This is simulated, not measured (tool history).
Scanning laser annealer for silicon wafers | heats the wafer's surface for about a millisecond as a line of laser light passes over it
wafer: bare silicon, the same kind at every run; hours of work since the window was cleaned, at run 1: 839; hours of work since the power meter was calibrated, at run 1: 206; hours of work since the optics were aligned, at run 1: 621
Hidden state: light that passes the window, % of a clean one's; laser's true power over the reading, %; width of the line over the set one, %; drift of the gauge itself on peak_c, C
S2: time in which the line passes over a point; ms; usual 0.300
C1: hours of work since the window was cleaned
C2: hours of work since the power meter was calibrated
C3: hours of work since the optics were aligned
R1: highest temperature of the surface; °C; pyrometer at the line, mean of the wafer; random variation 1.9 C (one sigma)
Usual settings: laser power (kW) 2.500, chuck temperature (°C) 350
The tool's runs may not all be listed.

run 1 hour=0.0 | laser_power_(kW)=2.500 S2=0.300 chuck_temperature_(°C)=350 | C1=839 C2=206 C3=621 | R1=1147
run 2 hour=13.4 | laser_power_(kW)=2.500 S2=0.300 chuck_temperature_(°C)=350 | C1=845 C2=212 C3=627 | R1=1148
run 3 hour=24.1 | laser_power_(kW)=2.699 S2=0.300 chuck_temperature_(°C)=350 | C1=849 C2=216 C3=631 | R1=1211
run 4 hour=38.9 | laser_power_(kW)=2.500 S2=0.244 chuck_temperature_(°C)=350 | C1=856 C2=223 C3=638 | R1=1081
run 5 hour=51.0 | laser_power_(kW)=2.500 S2=0.244 chuck_temperature_(°C)=350 | C1=861 C2=228 C3=643 | R1=1081
run 6 hour=61.2 | laser_power_(kW)=2.500 S2=0.330 chuck_temperature_(°C)=350 | C1=866 C2=232 C3=647 | R1=1178
run 7 hour=69.4 | laser_power_(kW)=2.500 S2=0.330 chuck_temperature_(°C)=350 | C1=869 C2=236 C3=651 | R1=1179
run 8 hour=84.6 | laser_power_(kW)=2.500 S2=0.330 chuck_temperature_(°C)=350 | C1=876 C2=243 C3=657 | R1=1184
run 9 hour=100.0 | laser_power_(kW)=2.161 S2=0.330 chuck_temperature_(°C)=350 | C1=882 C2=249 C3=664 | R1=1066
run 10 hour=106.5 | laser_power_(kW)=2.629 S2=0.256 chuck_temperature_(°C)=366 | C1=885 C2=252 C3=667 | R1=1153
run 11 hour=115.6 | laser_power_(kW)=2.629 S2=0.256 chuck_temperature_(°C)=366 | C1=889 C2=256 C3=671 | R1=1152
run 12 hour=130.8 | laser_power_(kW)=2.622 S2=0.300 chuck_temperature_(°C)=337 | C1=896 C2=263 C3=677 | R1=1171
run 13 hour=139.4 | laser_power_(kW)=2.170 S2=0.355 chuck_temperature_(°C)=382 | C1=899 C2=266 C3=681 | R1=1120

4 ways to go on from here, each from the tool as it stands after run 13. What would each give?
run A hour=148.7 | laser_power_(kW)=2.500 S2=0.306 chuck_temperature_(°C)=334 | C1=903 C2=270 C3=685 | R1=?
run B hour=148.7 | laser_power_(kW)=2.701 S2=0.355 chuck_temperature_(°C)=382 | C1=903 C2=270 C3=685 | R1=?
run C hour=148.7 | laser_power_(kW)=2.209 S2=0.263 chuck_temperature_(°C)=327 | C1=903 C2=270 C3=685 | R1=?
run D hour=148.7 | laser_power_(kW)=2.500 S2=0.300 chuck_temperature_(°C)=330 | C1=903 C2=270 C3=685 | R1=?

run=A R1=1140
run=B R1=1308
run=C R1=993
run=D R1=1128
Without the tool's hidden state the same runs would have given:
run=A R1=1141
run=B R1=1309
run=C R1=994
run=D R1=1129
